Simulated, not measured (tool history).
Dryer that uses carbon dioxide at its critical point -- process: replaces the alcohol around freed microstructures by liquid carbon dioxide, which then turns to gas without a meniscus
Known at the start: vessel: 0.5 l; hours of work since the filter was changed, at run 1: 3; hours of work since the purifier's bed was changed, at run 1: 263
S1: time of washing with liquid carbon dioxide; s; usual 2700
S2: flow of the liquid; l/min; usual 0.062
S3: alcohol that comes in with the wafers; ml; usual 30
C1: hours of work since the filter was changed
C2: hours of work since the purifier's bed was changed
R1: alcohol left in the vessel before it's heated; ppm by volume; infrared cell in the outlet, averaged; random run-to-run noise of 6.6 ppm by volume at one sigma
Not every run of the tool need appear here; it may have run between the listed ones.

| run | hour | S1 | S2 | S3 | C1 | C2 | R1 |
|---|---|---|---|---|---|---|---|
| 1 | 0 | 2700 | 0.062 | 30 | 3 | 263 | 339 |
| 2 | 19.1 | 2700 | 0.062 | 30 | 14 | 274 | 341 |
| 3 | 38.8 | 2700 | 0.062 | 30 | 24 | 285 | 356 |
| 4 | 51.6 | 2700 | 0.062 | 92 | 32 | 292 | 1003 |
| 5 | 66.5 | 2700 | 0.062 | 92 | 40 | 300 | 984 |
| 6 | 87 | 2700 | 0.0673 | 92 | 51 | 312 | 673 |
| 7 | 103.7 | 2700 | 0.051 | 92 | 61 | 321 | 2559 |
| 8 | 112.6 | 2700 | 0.051 | 92 | 66 | 326 | 2679 |
| 9 | 128.2 | 2700 | 0.051 | 92 | 74 | 335 | 2646 |
| 10 | 138.7 | 3720 | 0.062 | 30 | 80 | 341 | 105 |
| 11 | 150.2 | 1920 | 0.0905 | 98 | 87 | 347 | 879 |
| 12 | 170 | 2700 | 0.0481 | 30 | 98 | 358 | 1183 |
| 13 | 189.8 | 2700 | 0.0481 | 30 | 109 | 369 | 1199 |
| 14 | 206.2 | 2700 | 0.0481 | 51 | 118 | 378 | 2032 |
| 15 | 226.2 | 2700 | 0.0985 | 51 | 129 | 389 | 114 |
| 16 | 237.4 | 1860 | 0.062 | 30 | 135 | 396 | 1850 |
| 17 | 248 | 1860 | 0.0763 | 110 | 141 | 402 | 2862 |
| 18 | 265.5 | 2460 | 0.0999 | 20 | 151 | 411 | 104 |

Run 19 comes next. What will it give?
| 19 | 279.5 | 2460 | 0.0999 | 20 | 159 | 419 | ? |

{"run 19": {"R1": 113}}
Minus the tool's unlogged condition, the same run would have read R1 23 ppm by volume.
